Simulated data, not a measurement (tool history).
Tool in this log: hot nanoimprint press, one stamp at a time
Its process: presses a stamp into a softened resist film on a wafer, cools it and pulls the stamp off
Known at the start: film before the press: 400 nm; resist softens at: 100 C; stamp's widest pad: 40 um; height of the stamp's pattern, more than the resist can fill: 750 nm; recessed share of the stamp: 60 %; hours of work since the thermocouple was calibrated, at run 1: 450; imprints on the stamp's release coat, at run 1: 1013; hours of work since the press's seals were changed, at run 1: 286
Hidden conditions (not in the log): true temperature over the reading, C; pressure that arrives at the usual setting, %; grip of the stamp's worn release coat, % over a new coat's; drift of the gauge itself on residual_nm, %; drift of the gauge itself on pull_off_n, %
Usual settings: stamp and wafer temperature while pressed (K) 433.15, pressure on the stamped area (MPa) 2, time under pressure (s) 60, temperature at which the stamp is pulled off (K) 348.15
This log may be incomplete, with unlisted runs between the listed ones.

run,hour,stamp and wafer temperature while pressed (K),pressure on the stamped area (MPa),time under pressure (s),temperature at which the stamp is pulled off (K),hours of work since the thermocouple was calibrated,imprints on the stamp's release coat,hours of work since the press's seals were changed,resist left under the stamp's widest pad (angstrom),greatest force while the stamp is pulled off (N)
1,0,433.15,2,60,348.15,450,1013,286,1881,97
2,7.4,433.15,2,58,348.15,455,1041,292,1903,96
3,13.5,433.15,2,58,348.15,460,1064,297,1916,95
4,22.6,433.15,2,58,348.15,467,1099,304,1909,95
5,29.6,422.15,2,58,348.15,472,1125,309,3158,90
6,39.2,422.15,2,58,348.15,480,1162,317,3127,97
# hour 44.5: plate thermocouple calibrated
7,52.8,422.15,2,58,348.15,6,1202,325,3175,97
8,61.2,443.15,2,58,348.15,13,1234,331,1093,97
9,66.2,433.15,3.2,60,348.15,17,1253,335,1511,95
10,72.8,433.15,3.2,60,348.15,22,1278,340,1512,99
11,78.8,433.15,3.2,60,348.15,26,1301,345,1508,91
12,87.3,433.15,3.2,60,348.15,33,1333,351,1513,95
13,92.4,433.15,2,60,344.15,37,1352,355,1856,107
14,99.5,433.15,2,60,344.15,42,1379,361,1877,100
15,107.3,433.15,2,60,344.15,48,1409,367,1888,104
16,112.5,433.15,2,60,344.15,52,1428,371,1874,101
17,120.6,433.15,2,60,344.15,59,1459,377,1899,102
# hour 135.1: stamp cleaned and given a new release coat
18,135.1,433.15,2,60,344.15,65,0,384,1902,97
19,140.6,432.15,3.16,60,338.15,70,21,388,1613,107
20,150.3,439.15,2,60,348.15,77,58,395,1360,94

What does the tool deliver on the next run?
21,155,436.15,2.23,60,342.15,81,76,399,?,?

Run 21 measured resist left under the stamp's widest pad (angstrom) 1531, greatest force while the stamp is pulled off (N) 100.
Take away the tool's hidden state, keep the run-to-run variation as it was, and the same run would have given resist left under the stamp's widest pad (angstrom) 1529, greatest force while the stamp is pulled off (N) 100.

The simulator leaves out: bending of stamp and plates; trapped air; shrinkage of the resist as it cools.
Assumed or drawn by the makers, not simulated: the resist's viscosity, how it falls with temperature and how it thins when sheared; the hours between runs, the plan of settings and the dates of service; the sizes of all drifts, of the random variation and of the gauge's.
